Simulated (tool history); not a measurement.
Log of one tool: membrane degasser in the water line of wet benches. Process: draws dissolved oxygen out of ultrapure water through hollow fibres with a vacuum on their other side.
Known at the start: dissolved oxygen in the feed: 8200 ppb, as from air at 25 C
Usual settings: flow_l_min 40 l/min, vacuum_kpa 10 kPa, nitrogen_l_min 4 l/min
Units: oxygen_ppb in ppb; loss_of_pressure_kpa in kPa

run	hour	flow_l_min	vacuum_kpa	nitrogen_l_min	oxygen_ppb	loss_of_pressure_kpa
1	0	40	10	4	184.7	37.52
2	91.1	40	8.1	4	138.8	38.09
3	163.7	40	8.1	4	143.4	37.9
4	302.4	40	8.1	4	142.8	37.58
5	382	40	8.1	4	143.4	37.6
6	548.8	40	8.1	4	139.2	37.76
7	696	40	8.1	4.73	122.7	37.63
8	829	40	10	4	184.4	37.51
9	926.4	50	10	4	264.5	46.79
10	1025.9	40	10	4	188.4	37.49
11	1160.3	40	10	4	181.3	37.21
12	1324.6	40	10	4	184.7	37.1
13	1437.8	40	10	4	183.8	37.19
14	1582.8	28	10	1.83	232.4	26.37
15	1707	28	10	1.83	234.4	26.12
16	1871	28	10	1.83	237.7	25.73
17	1997.8	39	10	2.68	244.3	36.24
18	2114.5	44	9.8	4	212.5	40.65
19	2281.6	50	10	6.94	187.7	46.38
20	2421.2	60	12.5	1.78	735.5	55.05
21	2515.1	60	12.5	1.78	724.1	55.47
22	2590.1	59	8.1	1.78	448	54.37
23	2680.8	59	8.1	1.78	454.7	54.04
24	2784.3	31	8.3	11.14	42.3	28.53
25	2880.7	31	8.3	11.14	42	28.61
# hour 2961.7: gauge calibrated
26	3024.9	40	10	2.99	232.3	37.43

5 ways to go on from here, each from the tool as it stands after run 26. What would each give?
A	3163.2	55	10	4	?	?
B	3163.2	40	10	10.9	?	?
C	3163.2	62	10	4	?	?
D	3163.2	40	20.2	4	?	?
E	3163.2	25	10	7.22	?	?

run	oxygen_ppb	loss_of_pressure_kpa
A	310.2	51.74
B	87.9	37.57
C	381.3	58.71
D	408.8	37.67
E	60.4	23.91
Without the tool's hidden state the same runs would have given:
run	oxygen_ppb	loss_of_pressure_kpa
A	309.9	51.81
B	87.8	37.62
C	381	58.79
D	408.7	37.73
E	60.3	23.94
